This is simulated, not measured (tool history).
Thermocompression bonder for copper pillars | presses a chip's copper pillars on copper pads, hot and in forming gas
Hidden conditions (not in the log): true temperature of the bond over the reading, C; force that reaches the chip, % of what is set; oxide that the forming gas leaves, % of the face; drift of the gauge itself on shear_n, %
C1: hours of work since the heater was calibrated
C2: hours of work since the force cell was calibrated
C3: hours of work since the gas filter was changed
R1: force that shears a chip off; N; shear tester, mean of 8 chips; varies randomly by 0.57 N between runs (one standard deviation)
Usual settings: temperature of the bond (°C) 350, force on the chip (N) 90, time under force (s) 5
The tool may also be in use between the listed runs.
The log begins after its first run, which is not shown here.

{"run": 2, "hour": 14.7, "temperature of the bond (°C)": 350, "force on the chip (N)": 90, "time under force (s)": 5, "C1": 537, "C2": 604, "C3": 89, "R1": 36.2}
{"run": 3, "hour": 47.6, "temperature of the bond (°C)": 350, "force on the chip (N)": 90, "time under force (s)": 8, "C1": 562, "C2": 629, "C3": 114, "R1": 43.9}
{"run": 4, "hour": 61.2, "temperature of the bond (°C)": 350, "force on the chip (N)": 71, "time under force (s)": 5, "C1": 572, "C2": 640, "C3": 124, "R1": 31}
{"hour": 81.0, "done": "forming gas filter changed"}
{"run": 5, "hour": 84.3, "temperature of the bond (°C)": 350, "force on the chip (N)": 71, "time under force (s)": 5, "C1": 589, "C2": 657, "C3": 2, "R1": 31.8}
{"run": 6, "hour": 101.6, "temperature of the bond (°C)": 350, "force on the chip (N)": 90, "time under force (s)": 5, "C1": 603, "C2": 670, "C3": 16, "R1": 36.1}
{"run": 7, "hour": 118.8, "temperature of the bond (°C)": 350, "force on the chip (N)": 90, "time under force (s)": 5, "C1": 616, "C2": 683, "C3": 29, "R1": 36.1}
{"run": 8, "hour": 145.0, "temperature of the bond (°C)": 350, "force on the chip (N)": 90, "time under force (s)": 5, "C1": 635, "C2": 702, "C3": 48, "R1": 36}
{"run": 9, "hour": 166.1, "temperature of the bond (°C)": 350, "force on the chip (N)": 90, "time under force (s)": 5, "C1": 651, "C2": 718, "C3": 64, "R1": 35.8}
{"run": 10, "hour": 196.9, "temperature of the bond (°C)": 355, "force on the chip (N)": 90, "time under force (s)": 5, "C1": 674, "C2": 742, "C3": 87, "R1": 37.9}
{"run": 11, "hour": 213.9, "temperature of the bond (°C)": 350, "force on the chip (N)": 90, "time under force (s)": 9, "C1": 687, "C2": 755, "C3": 100, "R1": 45.3}
{"run": 12, "hour": 246.5, "temperature of the bond (°C)": 350, "force on the chip (N)": 119, "time under force (s)": 5, "C1": 712, "C2": 779, "C3": 125, "R1": 41}
{"hour": 267.2, "done": "forming gas filter changed"}
{"run": 13, "hour": 277.8, "temperature of the bond (°C)": 350, "force on the chip (N)": 90, "time under force (s)": 5, "C1": 735, "C2": 802, "C3": 8, "R1": 37.1}
{"run": 14, "hour": 298.9, "temperature of the bond (°C)": 350, "force on the chip (N)": 90, "time under force (s)": 5, "C1": 751, "C2": 818, "C3": 24, "R1": 36.4}
{"run": 15, "hour": 317.1, "temperature of the bond (°C)": 350, "force on the chip (N)": 90, "time under force (s)": 3, "C1": 765, "C2": 832, "C3": 38, "R1": 29.2}
{"run": 16, "hour": 342.2, "temperature of the bond (°C)": 350, "force on the chip (N)": 90, "time under force (s)": 3, "C1": 784, "C2": 851, "C3": 57, "R1": 30.7}
{"run": 17, "hour": 361.3, "temperature of the bond (°C)": 350, "force on the chip (N)": 90, "time under force (s)": 3, "C1": 798, "C2": 865, "C3": 71, "R1": 28.6}
{"run": 18, "hour": 387.3, "temperature of the bond (°C)": 350, "force on the chip (N)": 90, "time under force (s)": 9, "C1": 818, "C2": 885, "C3": 91, "R1": 45.8}
{"run": 19, "hour": 415.7, "temperature of the bond (°C)": 376, "force on the chip (N)": 90, "time under force (s)": 9, "C1": 839, "C2": 907, "C3": 112, "R1": 58.8}
{"run": 20, "hour": 433.8, "temperature of the bond (°C)": 376, "force on the chip (N)": 90, "time under force (s)": 9, "C1": 853, "C2": 920, "C3": 126, "R1": 58.1}
{"hour": 451.4, "done": "forming gas filter changed"}
{"run": 21, "hour": 467.6, "temperature of the bond (°C)": 376, "force on the chip (N)": 81, "time under force (s)": 7, "C1": 878, "C2": 945, "C3": 12, "R1": 51.7}
{"run": 22, "hour": 487.5, "temperature of the bond (°C)": 376, "force on the chip (N)": 81, "time under force (s)": 7, "C1": 893, "C2": 960, "C3": 27, "R1": 51.3}
{"run": 23, "hour": 501.2, "temperature of the bond (°C)": 376, "force on the chip (N)": 81, "time under force (s)": 7, "C1": 904, "C2": 971, "C3": 38, "R1": 51.8}

Estimate the outcome of run 24 from the log above:
{"run": 24, "hour": 533.3, "temperature of the bond (°C)": 355, "force on the chip (N)": 90, "time under force (s)": 5, "C1": 928, "C2": 995, "C3": 62, "R1": "?"}

Logged for run 24: R1 38.1 N.
Without the tool's hidden state the same run would have given R1 38 N.
